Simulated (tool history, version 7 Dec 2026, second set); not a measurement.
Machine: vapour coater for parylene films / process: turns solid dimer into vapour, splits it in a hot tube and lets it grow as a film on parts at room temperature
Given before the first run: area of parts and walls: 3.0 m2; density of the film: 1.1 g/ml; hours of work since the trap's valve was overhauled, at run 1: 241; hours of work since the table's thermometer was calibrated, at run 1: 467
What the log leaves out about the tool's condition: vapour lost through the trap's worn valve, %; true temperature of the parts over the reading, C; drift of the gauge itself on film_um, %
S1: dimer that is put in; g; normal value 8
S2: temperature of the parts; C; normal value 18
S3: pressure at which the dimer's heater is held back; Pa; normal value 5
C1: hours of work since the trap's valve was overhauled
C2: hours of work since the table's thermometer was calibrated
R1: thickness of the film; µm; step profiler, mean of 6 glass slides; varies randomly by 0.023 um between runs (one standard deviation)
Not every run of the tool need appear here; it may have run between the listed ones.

run 1 hour=0 | S1=8 S2=18 S3=5 | C1=241 C2=467 | R1=1.43
-- hour=45.8 trap's valve overhauled
run 2 hour=73.9 | S1=8 S2=11 S3=5 | C1=17 C2=510 | R1=1.71
run 3 hour=141.4 | S1=8 S2=18 S3=2.87 | C1=59 C2=551 | R1=1.59
run 4 hour=195.2 | S1=8 S2=17 S3=2.87 | C1=92 C2=584 | R1=1.63
run 5 hour=245.7 | S1=8 S2=18 S3=5 | C1=123 C2=615 | R1=1.46
run 6 hour=283.5 | S1=8 S2=18 S3=5 | C1=146 C2=638 | R1=1.43
run 7 hour=337.4 | S1=8 S2=18 S3=5 | C1=179 C2=671 | R1=1.46
run 8 hour=411.9 | S1=8 S2=15 S3=5 | C1=225 C2=717 | R1=1.59
run 9 hour=456.4 | S1=5 S2=18 S3=5 | C1=252 C2=744 | R1=0.88
-- hour=484.9 trap's valve overhauled
run 10 hour=535.5 | S1=5 S2=18 S3=5 | C1=31 C2=790 | R1=0.87
run 11 hour=611.3 | S1=5 S2=18 S3=5 | C1=78 C2=837 | R1=0.9
run 12 hour=651.7 | S1=5 S2=18 S3=5 | C1=102 C2=862 | R1=0.86
run 13 hour=690.6 | S1=5 S2=18 S3=5 | C1=126 C2=885 | R1=0.89
run 14 hour=768 | S1=8 S2=18 S3=7.09 | C1=174 C2=933 | R1=1.37
run 15 hour=824.3 | S1=8 S2=18 S3=7.09 | C1=208 C2=967 | R1=1.38
run 16 hour=865.2 | S1=8 S2=18 S3=7.09 | C1=233 C2=993 | R1=1.34
run 17 hour=904.3 | S1=8 S2=18 S3=7.09 | C1=257 C2=1017 | R1=1.39
-- hour=926.2 trap's valve overhauled
run 18 hour=983.5 | S1=8 S2=18 S3=7.09 | C1=35 C2=1063 | R1=1.36
run 19 hour=1050.1 | S1=8 S2=18 S3=3.35 | C1=76 C2=1103 | R1=1.54
run 20 hour=1108.1 | S1=12 S2=16 S3=4 | C1=112 C2=1139 | R1=2.31
run 21 hour=1152.9 | S1=12 S2=16 S3=4 | C1=139 C2=1167 | R1=2.32
run 22 hour=1219 | S1=12 S2=17 S3=7.43 | C1=180 C2=1207 | R1=2.04
run 23 hour=1285.4 | S1=5 S2=14 S3=7.43 | C1=220 C2=1248 | R1=0.94
run 24 hour=1333.6 | S1=5 S2=14 S3=7.43 | C1=250 C2=1277 | R1=0.95
-- hour=1366.6 trap's valve overhauled
run 25 hour=1406.6 | S1=5 S2=14 S3=7.43 | C1=25 C2=1320 | R1=0.92
run 26 hour=1456.1 | S1=12 S2=14 S3=2.04 | C1=55 C2=1350 | R1=2.82
run 27 hour=1512 | S1=4 S2=18 S3=5 | C1=89 C2=1384 | R1=0.74
run 28 hour=1574.8 | S1=4 S2=18 S3=5 | C1=128 C2=1423 | R1=0.72
run 29 hour=1640.5 | S1=4 S2=18 S3=5 | C1=168 C2=1463 | R1=0.73
run 30 hour=1707.6 | S1=4 S2=18 S3=5 | C1=209 C2=1504 | R1=0.7
run 31 hour=1782.2 | S1=4 S2=18 S3=5 | C1=255 C2=1550 | R1=0.72
-- hour=1803.7 trap's valve overhauled
run 32 hour=1865.3 | S1=4 S2=18 S3=5 | C1=38 C2=1599 | R1=0.75

Across each entry between runs, compare the hidden state at the last listed run before it with the hidden state at the first listed run after it:
From run 1 to run 2: trap's valve overhauled (hour 45.8)
  vapour lost through the trap's worn valve, %: 0.8 -> 0.1; true temperature of the parts over the reading, C: -0.01 -> -0.02
From run 9 to run 10: trap's valve overhauled (hour 484.9)
  vapour lost through the trap's worn valve, %: 0.9 -> 0.1
From run 17 to run 18: trap's valve overhauled (hour 926.2)
  vapour lost through the trap's worn valve, %: 0.9 -> 0.1
From run 24 to run 25: trap's valve overhauled (hour 1366.6)
  vapour lost through the trap's worn valve, %: 0.9 -> 0.1
From run 31 to run 32: trap's valve overhauled (hour 1803.7)
  vapour lost through the trap's worn valve, %: 0.9 -> 0.2
